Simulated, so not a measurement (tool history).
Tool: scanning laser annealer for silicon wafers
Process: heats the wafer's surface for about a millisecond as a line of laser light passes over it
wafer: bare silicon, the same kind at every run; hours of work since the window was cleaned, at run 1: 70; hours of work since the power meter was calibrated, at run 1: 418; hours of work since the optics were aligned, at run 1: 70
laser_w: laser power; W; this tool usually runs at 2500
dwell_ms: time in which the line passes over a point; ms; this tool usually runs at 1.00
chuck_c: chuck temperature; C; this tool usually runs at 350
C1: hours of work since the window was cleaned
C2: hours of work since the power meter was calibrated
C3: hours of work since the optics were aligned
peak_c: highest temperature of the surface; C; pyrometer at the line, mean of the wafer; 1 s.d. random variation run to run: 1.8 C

run 1 hour=0.0 | laser_w=2500 dwell_ms=1.00 chuck_c=350 | C1=70 C2=418 C3=70 | peak_c=1075
run 2 hour=80.3 | laser_w=2500 dwell_ms=1.00 chuck_c=350 | C1=108 C2=456 C3=108 | peak_c=1069
run 3 hour=165.5 | laser_w=2500 dwell_ms=1.00 chuck_c=350 | C1=148 C2=495 C3=148 | peak_c=1066
run 4 hour=215.1 | laser_w=2500 dwell_ms=1.00 chuck_c=350 | C1=171 C2=519 C3=171 | peak_c=1066
run 5 hour=266.9 | laser_w=2500 dwell_ms=1.00 chuck_c=350 | C1=195 C2=543 C3=195 | peak_c=1060
run 6 hour=315.0 | laser_w=2500 dwell_ms=1.00 chuck_c=350 | C1=218 C2=565 C3=218 | peak_c=1060
run 7 hour=392.8 | laser_w=2500 dwell_ms=1.00 chuck_c=350 | C1=254 C2=602 C3=254 | peak_c=1055
run 8 hour=435.2 | laser_w=2555 dwell_ms=1.00 chuck_c=350 | C1=274 C2=621 C3=274 | peak_c=1071
run 9 hour=478.4 | laser_w=2555 dwell_ms=1.00 chuck_c=350 | C1=294 C2=642 C3=294 | peak_c=1073
run 10 hour=527.5 | laser_w=2385 dwell_ms=1.00 chuck_c=350 | C1=317 C2=664 C3=317 | peak_c=1015
run 11 hour=589.5 | laser_w=2385 dwell_ms=0.72 chuck_c=350 | C1=346 C2=693 C3=346 | peak_c=900
run 12 hour=673.0 | laser_w=2385 dwell_ms=0.72 chuck_c=342 | C1=385 C2=732 C3=385 | peak_c=887

Run 13 has not been measured yet. What should we expect?
run 13 hour=753.4 | laser_w=2197 dwell_ms=1.17 chuck_c=312 | C1=422 C2=770 C3=422 | peak_c=?

Run 13 measured peak_c 968 C.
Minus the tool's unlogged condition, the same run would have read peak_c 1003 C.

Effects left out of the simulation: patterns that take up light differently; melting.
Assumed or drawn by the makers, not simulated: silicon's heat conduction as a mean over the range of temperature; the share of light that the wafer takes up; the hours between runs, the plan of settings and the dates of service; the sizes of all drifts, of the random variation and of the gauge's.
